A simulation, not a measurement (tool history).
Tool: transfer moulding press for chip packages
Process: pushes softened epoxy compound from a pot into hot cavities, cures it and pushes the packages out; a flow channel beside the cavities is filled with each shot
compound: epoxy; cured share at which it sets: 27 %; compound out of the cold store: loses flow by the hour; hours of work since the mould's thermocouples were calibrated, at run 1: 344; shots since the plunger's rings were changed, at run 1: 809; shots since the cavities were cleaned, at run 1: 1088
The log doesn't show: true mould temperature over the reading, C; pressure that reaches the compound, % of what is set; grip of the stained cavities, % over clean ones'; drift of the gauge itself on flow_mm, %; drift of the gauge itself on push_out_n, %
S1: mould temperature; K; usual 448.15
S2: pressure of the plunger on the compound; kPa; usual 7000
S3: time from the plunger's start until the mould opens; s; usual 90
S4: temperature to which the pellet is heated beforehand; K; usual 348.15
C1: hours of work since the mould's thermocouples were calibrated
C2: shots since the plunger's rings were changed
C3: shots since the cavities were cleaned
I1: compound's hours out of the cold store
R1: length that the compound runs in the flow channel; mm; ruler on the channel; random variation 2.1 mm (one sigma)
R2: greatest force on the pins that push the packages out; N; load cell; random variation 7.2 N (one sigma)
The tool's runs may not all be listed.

{"run": 1, "hour": 0.0, "S1": 448.15, "S2": 7000, "S3": 90, "S4": 348.15, "C1": 344, "C2": 809, "C3": 1088, "I1": 40.1, "R1": 587, "R2": 483}
{"hour": 6.3, "done": "cavities cleaned with cleaning compound and waxed"}
{"run": 2, "hour": 64.6, "S1": 448.15, "S2": 7000, "S3": 90, "S4": 344.15, "C1": 384, "C2": 1603, "C3": 734, "I1": 47.4, "R1": 568, "R2": 442}
{"hour": 96.4, "done": "cavities cleaned with cleaning compound and waxed"}
{"run": 3, "hour": 141.5, "S1": 448.15, "S2": 7000, "S3": 90, "S4": 354.15, "C1": 432, "C2": 2553, "C3": 568, "I1": 25.5, "R1": 593, "R2": 430}
{"hour": 155.7, "done": "plunger's sealing rings changed"}
{"hour": 195.3, "done": "cavities cleaned with cleaning compound and waxed"}
{"run": 4, "hour": 235.0, "S1": 448.15, "S2": 7000, "S3": 90, "S4": 348.15, "C1": 489, "C2": 978, "C3": 499, "I1": 48, "R1": 573, "R2": 406}
{"hour": 286.3, "done": "cavities cleaned with cleaning compound and waxed"}
{"run": 5, "hour": 321.7, "S1": 454.15, "S2": 7000, "S3": 90, "S4": 348.15, "C1": 543, "C2": 2052, "C3": 446, "I1": 19, "R1": 590, "R2": 348}
{"run": 6, "hour": 364.2, "S1": 448.15, "S2": 7000, "S3": 91, "S4": 348.15, "C1": 570, "C2": 2586, "C3": 980, "I1": 10.8, "R1": 612, "R2": 484}
{"hour": 376.7, "done": "plunger's sealing rings changed"}
{"hour": 382.5, "done": "cavities cleaned with cleaning compound and waxed"}
{"run": 7, "hour": 452.9, "S1": 441.15, "S2": 7000, "S3": 90, "S4": 348.15, "C1": 624, "C2": 940, "C3": 886, "I1": 32.8, "R1": 613, "R2": 746}
{"hour": 475.7, "done": "cavities cleaned with cleaning compound and waxed"}
{"run": 8, "hour": 500.6, "S1": 448.15, "S2": 6320, "S3": 90, "S4": 345.15, "C1": 653, "C2": 1521, "C3": 313, "I1": 24.3, "R1": 568, "R2": 381}
{"hour": 506.4, "done": "mould's thermocouples calibrated"}
{"hour": 569.4, "done": "cavities cleaned with cleaning compound and waxed"}
{"run": 9, "hour": 573.1, "S1": 443.15, "S2": 6360, "S3": 98, "S4": 342.15, "C1": 41, "C2": 2390, "C3": 47, "I1": 19, "R1": 590, "R2": 336}
{"hour": 600.7, "done": "plunger's sealing rings changed"}
{"hour": 664.3, "done": "cavities cleaned with cleaning compound and waxed"}
{"run": 10, "hour": 666.4, "S1": 455.15, "S2": 5330, "S3": 99, "S4": 342.15, "C1": 98, "C2": 808, "C3": 26, "I1": 40.4, "R1": 497, "R2": 257}
{"hour": 756.2, "done": "cavities cleaned with cleaning compound and waxed"}
{"run": 11, "hour": 756.2, "S1": 449.15, "S2": 5480, "S3": 111, "S4": 348.15, "C1": 154, "C2": 1920, "C3": 0, "I1": 31.9, "R1": 513, "R2": 249}

4 ways to go on from here, each from the tool as it stands after run 11. What would each give?
{"hour": 825.6, "done": "plunger's sealing rings changed"}
{"run": "A", "hour": 835.2, "S1": 449.15, "S2": 5480, "S3": 75, "S4": 344.15, "C1": 203, "C2": 120, "C3": 963, "I1": 26.8, "R1": "?", "R2": "?"}
{"hour": 825.6, "done": "plunger's sealing rings changed"}
{"run": "B", "hour": 835.2, "S1": 449.15, "S2": 5480, "S3": 92, "S4": 348.15, "C1": 203, "C2": 120, "C3": 963, "I1": 17, "R1": "?", "R2": "?"}
{"hour": 825.6, "done": "plunger's sealing rings changed"}
{"run": "C", "hour": 835.2, "S1": 449.15, "S2": 6510, "S3": 111, "S4": 348.15, "C1": 203, "C2": 120, "C3": 963, "I1": 10.3, "R1": "?", "R2": "?"}
{"hour": 825.6, "done": "plunger's sealing rings changed"}
{"run": "D", "hour": 835.2, "S1": 448.15, "S2": 7000, "S3": 70, "S4": 348.15, "C1": 203, "C2": 120, "C3": 963, "I1": 16.3, "R1": "?", "R2": "?"}

run=A R1=535 R2=598
run=B R1=556 R2=431
run=C R1=611 R2=406
run=D R1=624 R2=769
Without the tool's hidden state the same runs would have given:
run=A R1=543 R2=415
run=B R1=564 R2=274
run=C R1=620 R2=248
run=D R1=633 R2=542
